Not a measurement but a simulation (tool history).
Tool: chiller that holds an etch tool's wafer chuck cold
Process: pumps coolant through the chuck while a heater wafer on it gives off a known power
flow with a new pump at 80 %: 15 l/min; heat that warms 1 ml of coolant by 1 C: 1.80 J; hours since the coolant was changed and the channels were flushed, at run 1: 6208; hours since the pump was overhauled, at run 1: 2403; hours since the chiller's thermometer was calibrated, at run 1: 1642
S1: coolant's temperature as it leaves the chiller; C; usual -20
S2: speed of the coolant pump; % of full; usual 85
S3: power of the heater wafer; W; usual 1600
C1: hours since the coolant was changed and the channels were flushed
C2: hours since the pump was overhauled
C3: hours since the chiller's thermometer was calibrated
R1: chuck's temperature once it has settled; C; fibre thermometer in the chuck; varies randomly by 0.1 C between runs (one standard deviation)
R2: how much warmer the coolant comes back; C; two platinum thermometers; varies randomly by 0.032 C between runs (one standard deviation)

run   hour   S1  S2    S3    C1    C2    C3     R1    R2
  1    0.0  -20  85  1600  6208  2403  1642   -5.4  3.56
  2   49.4  -20  85  1600  6257  2453  1691   -5.3  3.53
  3   85.2  -20  85  1600  6293  2488  1727   -5.4  3.59
  4  139.0  -20  85  1600  6347  2542  1781   -5.3  3.58
  5  206.6  -20  85  1600  6415  2610  1848   -5.2  3.58
  6  257.8  -11  85  1600  6466  2661  1900    3.9  3.58
  7  332.3  -20  85  1895  6540  2736  1974   -2.3  4.22
  8  406.2  -20  85  1895  6614  2809  2048   -2.3  4.32
  9  443.2  -20  85  1895  6651  2846  2085   -2.1  4.29
 10  487.4  -20  85  1895  6695  2891  2129   -2.2  4.23
 11  519.8  -20  85  1895  6728  2923  2161   -2.1  4.28
 12  575.1  -20  85  1147  6783  2978  2217   -9.2  2.62
 13  648.2  -20  66  1620  6856  3052  2290   -0.6  4.84
 14  697.1  -20  66  1620  6905  3100  2339   -0.2  4.87
 15  729.2  -23  85   863  6937  3132  2371  -15.0  1.99
     764.2  -- coolant changed, channels flushed
 16  798.0  -23  85   863    34  3195  2434  -16.3  1.98
 17  837.7  -23  85  1403    74  3235  2473  -11.9  3.14
 18  888.0  -20  85  1363   124  3285  2524   -9.5  3.08
 19  940.2  -20  85  1082   176  3337  2576  -11.6  2.49
 20  987.1  -17  71  1600   223  3384  2623   -2.3  4.46

How would selected steps in R1 from run to run divide? Give the signed amount a tool lacking its hidden state would still show from settings, what came in and random variation, and the signed amount left for the hidden state, including any gauge scatter that is not in both of the compared results.
The hidden state here: heat passed by the chuck's channels, % of clean ones'; flow at a given pump speed, % of a new pump's; coolant's true temperature over the reading, C; drift of the gauge itself on chuck_c, C; drift of the gauge itself on warmer_back_c, C.
Run 12 -> 13: S2 85 -> 66, S3 1147 -> 1620. R1 +8.6 C: hidden state +2.1, all else +6.5.
Run 14 -> 15: S1 -20 -> -23, S2 66 -> 85, S3 1620 -> 863. R1 -14.8 C: hidden state -2.8, all else -12.0.
Run 19 -> 20: S1 -20 -> -17, S2 85 -> 71, S3 1082 -> 1600. R1 +9.3 C: hidden state +0.6, all else +8.7.
